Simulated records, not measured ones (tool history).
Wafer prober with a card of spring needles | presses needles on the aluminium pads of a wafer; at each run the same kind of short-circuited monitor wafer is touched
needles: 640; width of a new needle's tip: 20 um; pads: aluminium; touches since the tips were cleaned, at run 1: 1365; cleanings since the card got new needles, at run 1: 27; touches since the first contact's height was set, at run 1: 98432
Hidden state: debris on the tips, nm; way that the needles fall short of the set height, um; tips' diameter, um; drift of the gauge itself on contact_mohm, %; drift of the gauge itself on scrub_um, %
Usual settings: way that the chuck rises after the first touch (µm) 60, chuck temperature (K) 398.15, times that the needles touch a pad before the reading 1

run,hour,way that the chuck rises after the first touch (µm),chuck temperature (K),times that the needles touch a pad before the reading,touches since the tips were cleaned,cleanings since the card got new needles,touches since the first contact's height was set,resistance of one needle with its contact and lead (mohm),way that a needle slides on the pad (µm)
1,0,60,398.15,1,1365,27,98432,221,14.09
# hour 9.9: tips cleaned on abrasive film
# hour 23.9: tips cleaned on abrasive film
2,29.8,60,398.15,1,4017,29,118419,222,13.97
# hour 37.9: tips cleaned on abrasive film
# hour 50: tips cleaned on abrasive film
# hour 56.2: height of the first contact set anew
# hour 62.2: tips cleaned on abrasive film
3,64.5,60,398.15,1,1571,32,5533,223,14.05
# hour 75.7: tips cleaned on abrasive film
# hour 88.1: tips cleaned on abrasive film
4,91.4,60,398.15,1,2189,34,23502,223,14.01
# hour 101.4: tips cleaned on abrasive film
# hour 115.1: tips cleaned on abrasive film
5,121.3,60,398.15,1,4211,36,43547,223,14.06
# hour 127.9: tips cleaned on abrasive film
# hour 142.2: tips cleaned on abrasive film
6,148.5,60,398.15,1,4262,38,61741,226,14.03
# hour 154.2: tips cleaned on abrasive film
# hour 167.9: tips cleaned on abrasive film
# hour 180.8: tips cleaned on abrasive film
7,186.8,60,398.15,1,4083,41,87406,223,14.01
# hour 194.3: tips cleaned on abrasive film
# hour 207.2: tips cleaned on abrasive film
8,207.5,60,398.15,1,214,43,101199,224,14.03
# hour 220.4: tips cleaned on abrasive film
9,226.4,60,398.15,1,4031,44,113865,221,13.99
# hour 233.2: tips cleaned on abrasive film
# hour 246.7: tips cleaned on abrasive film
10,250.4,49,398.15,1,2531,46,129945,232,11.44
# hour 258.9: tips cleaned on abrasive film
# hour 262.2: height of the first contact set anew
# hour 273.6: tips cleaned on abrasive film
11,280.8,49,398.15,1,4857,48,12473,227,11.43
# hour 286.1: tips cleaned on abrasive film
# hour 298.7: tips cleaned on abrasive film
12,299.5,49,398.15,1,580,50,24994,227,11.5
# hour 311.3: tips cleaned on abrasive film
# hour 323.3: tips cleaned on abrasive film
# hour 336.7: tips cleaned on abrasive film
13,338,49,398.15,1,855,53,50737,227,11.41
# hour 351.2: tips cleaned on abrasive film
# hour 364.8: tips cleaned on abrasive film
14,370.6,49,398.15,1,3909,55,72557,226,11.43
# hour 378.7: tips cleaned on abrasive film
# hour 390.6: tips cleaned on abrasive film
15,400.1,44,336.15,2,6384,57,92319,215,10.3

Run 16 comes next. What will it give?
# hour 403.1: tips cleaned on abrasive film
# hour 416.7: tips cleaned on abrasive film
# hour 430.9: tips cleaned on abrasive film
16,439.5,59,356.15,1,5838,60,118745,?,?

resistance of one needle with its contact and lead (mohm): 216
way that a needle slides on the pad (µm): 13.79
Without the tool's hidden state the same run would have given resistance of one needle with its contact and lead (mohm) 216, way that a needle slides on the pad (µm) 13.79.
